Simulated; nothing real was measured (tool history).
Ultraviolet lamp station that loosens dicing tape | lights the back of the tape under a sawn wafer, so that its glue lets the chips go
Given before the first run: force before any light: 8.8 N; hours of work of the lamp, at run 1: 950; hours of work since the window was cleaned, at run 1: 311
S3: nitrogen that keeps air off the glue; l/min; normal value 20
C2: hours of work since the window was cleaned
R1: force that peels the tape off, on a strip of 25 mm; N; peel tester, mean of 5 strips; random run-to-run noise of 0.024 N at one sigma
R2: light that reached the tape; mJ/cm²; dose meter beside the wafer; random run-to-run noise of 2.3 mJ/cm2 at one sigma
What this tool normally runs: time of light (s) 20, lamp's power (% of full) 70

{"run": 1, "hour": 0.0, "time of light (s)": 20, "lamp's power (% of full)": 70, "S3": 20, "hours of work of the lamp": 950, "C2": 311, "R1": 1.707, "R2": 188}
{"run": 2, "hour": 27.5, "time of light (s)": 20, "lamp's power (% of full)": 70, "S3": 40, "hours of work of the lamp": 967, "C2": 328, "R1": 1.159, "R2": 189}
{"run": 3, "hour": 53.8, "time of light (s)": 20, "lamp's power (% of full)": 70, "S3": 40, "hours of work of the lamp": 982, "C2": 343, "R1": 1.11, "R2": 183}
{"run": 4, "hour": 78.0, "time of light (s)": 20, "lamp's power (% of full)": 70, "S3": 40, "hours of work of the lamp": 997, "C2": 358, "R1": 1.186, "R2": 187}
{"hour": 90.6, "done": "window cleaned of glue's vapour"}
{"run": 5, "hour": 119.3, "time of light (s)": 23, "lamp's power (% of full)": 70, "S3": 20, "hours of work of the lamp": 1021, "C2": 17, "R1": 1.119, "R2": 239}
{"run": 6, "hour": 165.1, "time of light (s)": 20, "lamp's power (% of full)": 78, "S3": 20, "hours of work of the lamp": 1048, "C2": 44, "R1": 1.196, "R2": 229}
{"run": 7, "hour": 192.6, "time of light (s)": 20, "lamp's power (% of full)": 78, "S3": 20, "hours of work of the lamp": 1064, "C2": 60, "R1": 1.275, "R2": 225}
{"run": 8, "hour": 219.4, "time of light (s)": 20, "lamp's power (% of full)": 78, "S3": 20, "hours of work of the lamp": 1080, "C2": 76, "R1": 1.241, "R2": 229}
{"run": 9, "hour": 255.9, "time of light (s)": 20, "lamp's power (% of full)": 78, "S3": 20, "hours of work of the lamp": 1102, "C2": 98, "R1": 1.292, "R2": 224}
{"run": 10, "hour": 283.1, "time of light (s)": 20, "lamp's power (% of full)": 70, "S3": 20, "hours of work of the lamp": 1118, "C2": 114, "R1": 1.57, "R2": 200}
{"run": 11, "hour": 316.1, "time of light (s)": 20, "lamp's power (% of full)": 70, "S3": 20, "hours of work of the lamp": 1137, "C2": 134, "R1": 1.564, "R2": 198}
{"run": 12, "hour": 363.6, "time of light (s)": 13, "lamp's power (% of full)": 70, "S3": 20, "hours of work of the lamp": 1166, "C2": 162, "R1": 2.85, "R2": 128}
{"run": 13, "hour": 405.0, "time of light (s)": 13, "lamp's power (% of full)": 70, "S3": 20, "hours of work of the lamp": 1190, "C2": 186, "R1": 3.013, "R2": 125}
{"run": 14, "hour": 440.6, "time of light (s)": 13, "lamp's power (% of full)": 70, "S3": 20, "hours of work of the lamp": 1211, "C2": 208, "R1": 2.936, "R2": 120}
{"run": 15, "hour": 485.0, "time of light (s)": 20, "lamp's power (% of full)": 70, "S3": 20, "hours of work of the lamp": 1238, "C2": 234, "R1": 1.705, "R2": 187}
{"run": 16, "hour": 518.5, "time of light (s)": 20, "lamp's power (% of full)": 70, "S3": 20, "hours of work of the lamp": 1257, "C2": 254, "R1": 1.724, "R2": 189}
{"run": 17, "hour": 576.0, "time of light (s)": 20, "lamp's power (% of full)": 70, "S3": 20, "hours of work of the lamp": 1292, "C2": 288, "R1": 1.876, "R2": 182}
{"run": 18, "hour": 609.6, "time of light (s)": 20, "lamp's power (% of full)": 84, "S3": 20, "hours of work of the lamp": 1311, "C2": 308, "R1": 1.341, "R2": 217}
{"run": 19, "hour": 645.2, "time of light (s)": 20, "lamp's power (% of full)": 77, "S3": 20, "hours of work of the lamp": 1333, "C2": 329, "R1": 1.599, "R2": 198}
{"run": 20, "hour": 698.7, "time of light (s)": 20, "lamp's power (% of full)": 70, "S3": 20, "hours of work of the lamp": 1364, "C2": 361, "R1": 1.943, "R2": 182}
{"hour": 704.5, "done": "window cleaned of glue's vapour"}
{"run": 21, "hour": 745.0, "time of light (s)": 20, "lamp's power (% of full)": 70, "S3": 20, "hours of work of the lamp": 1391, "C2": 24, "R1": 1.587, "R2": 199}
{"run": 22, "hour": 791.2, "time of light (s)": 20, "lamp's power (% of full)": 70, "S3": 20, "hours of work of the lamp": 1419, "C2": 51, "R1": 1.628, "R2": 199}
{"run": 23, "hour": 842.2, "time of light (s)": 20, "lamp's power (% of full)": 70, "S3": 20, "hours of work of the lamp": 1449, "C2": 82, "R1": 1.638, "R2": 192}
{"run": 24, "hour": 868.7, "time of light (s)": 31, "lamp's power (% of full)": 68, "S3": 20, "hours of work of the lamp": 1465, "C2": 97, "R1": 0.753, "R2": 283}
{"run": 25, "hour": 902.9, "time of light (s)": 31, "lamp's power (% of full)": 68, "S3": 20, "hours of work of the lamp": 1485, "C2": 118, "R1": 0.773, "R2": 292}
{"run": 26, "hour": 957.6, "time of light (s)": 20, "lamp's power (% of full)": 70, "S3": 20, "hours of work of the lamp": 1517, "C2": 150, "R1": 1.679, "R2": 187}
{"run": 27, "hour": 1001.7, "time of light (s)": 14, "lamp's power (% of full)": 80, "S3": 7, "hours of work of the lamp": 1544, "C2": 176, "R1": 4.047, "R2": 147}
{"run": 28, "hour": 1051.6, "time of light (s)": 32, "lamp's power (% of full)": 65, "S3": 20, "hours of work of the lamp": 1573, "C2": 206, "R1": 0.943, "R2": 270}
{"run": 29, "hour": 1084.4, "time of light (s)": 17, "lamp's power (% of full)": 60, "S3": 35, "hours of work of the lamp": 1593, "C2": 225, "R1": 2.191, "R2": 131}
{"run": 30, "hour": 1111.9, "time of light (s)": 30, "lamp's power (% of full)": 75, "S3": 6, "hours of work of the lamp": 1609, "C2": 242, "R1": 1.961, "R2": 295}
{"run": 31, "hour": 1164.1, "time of light (s)": 34, "lamp's power (% of full)": 66, "S3": 6, "hours of work of the lamp": 1640, "C2": 273, "R1": 1.981, "R2": 284}
{"run": 32, "hour": 1191.9, "time of light (s)": 20, "lamp's power (% of full)": 64, "S3": 15, "hours of work of the lamp": 1656, "C2": 289, "R1": 2.593, "R2": 163}
{"run": 33, "hour": 1217.3, "time of light (s)": 20, "lamp's power (% of full)": 64, "S3": 15, "hours of work of the lamp": 1671, "C2": 304, "R1": 2.659, "R2": 161}
{"run": 34, "hour": 1251.6, "time of light (s)": 11, "lamp's power (% of full)": 62, "S3": 9, "hours of work of the lamp": 1692, "C2": 324, "R1": 5.329, "R2": 85}
{"run": 35, "hour": 1300.8, "time of light (s)": 11, "lamp's power (% of full)": 98, "S3": 9, "hours of work of the lamp": 1721, "C2": 354, "R1": 3.84, "R2": 131}
{"hour": 1320.2, "done": "window cleaned of glue's vapour"}
{"run": 36, "hour": 1333.2, "time of light (s)": 10, "lamp's power (% of full)": 90, "S3": 16, "hours of work of the lamp": 1740, "C2": 8, "R1": 3.267, "R2": 120}
{"run": 37, "hour": 1390.0, "time of light (s)": 39, "lamp's power (% of full)": 66, "S3": 16, "hours of work of the lamp": 1774, "C2": 41, "R1": 0.622, "R2": 353}
{"run": 38, "hour": 1441.3, "time of light (s)": 22, "lamp's power (% of full)": 79, "S3": 9, "hours of work of the lamp": 1804, "C2": 72, "R1": 2.133, "R2": 232}
{"run": 39, "hour": 1472.1, "time of light (s)": 22, "lamp's power (% of full)": 79, "S3": 9, "hours of work of the lamp": 1822, "C2": 90, "R1": 2.141, "R2": 231}
{"run": 40, "hour": 1516.4, "time of light (s)": 20, "lamp's power (% of full)": 75, "S3": 10, "hours of work of the lamp": 1849, "C2": 116, "R1": 2.537, "R2": 198}
{"run": 41, "hour": 1561.0, "time of light (s)": 15, "lamp's power (% of full)": 75, "S3": 13, "hours of work of the lamp": 1875, "C2": 143, "R1": 3.136, "R2": 139}
{"run": 42, "hour": 1615.7, "time of light (s)": 15, "lamp's power (% of full)": 75, "S3": 13, "hours of work of the lamp": 1907, "C2": 175, "R1": 3.085, "R2": 145}
{"run": 43, "hour": 1665.5, "time of light (s)": 15, "lamp's power (% of full)": 75, "S3": 13, "hours of work of the lamp": 1937, "C2": 205, "R1": 3.168, "R2": 140}

Forecast each of these 3 alternatives for the next run:
{"run": "A", "hour": 1709.6, "time of light (s)": 15, "lamp's power (% of full)": 84, "S3": 13, "hours of work of the lamp": 1963, "C2": 231, "R1": "?", "R2": "?"}
{"run": "B", "hour": 1709.6, "time of light (s)": 15, "lamp's power (% of full)": 75, "S3": 14, "hours of work of the lamp": 1963, "C2": 231, "R1": "?", "R2": "?"}
{"run": "C", "hour": 1709.6, "time of light (s)": 34, "lamp's power (% of full)": 82, "S3": 21, "hours of work of the lamp": 1963, "C2": 231, "R1": "?", "R2": "?"}

run=A R1=2.897 R2=158
run=B R1=3.048 R2=139
run=C R1=0.506 R2=346
Without the tool's unlogged condition, the same runs would have read:
run=A R1=1.922 R2=216
run=B R1=2.087 R2=191
run=C R1=0.242 R2=475
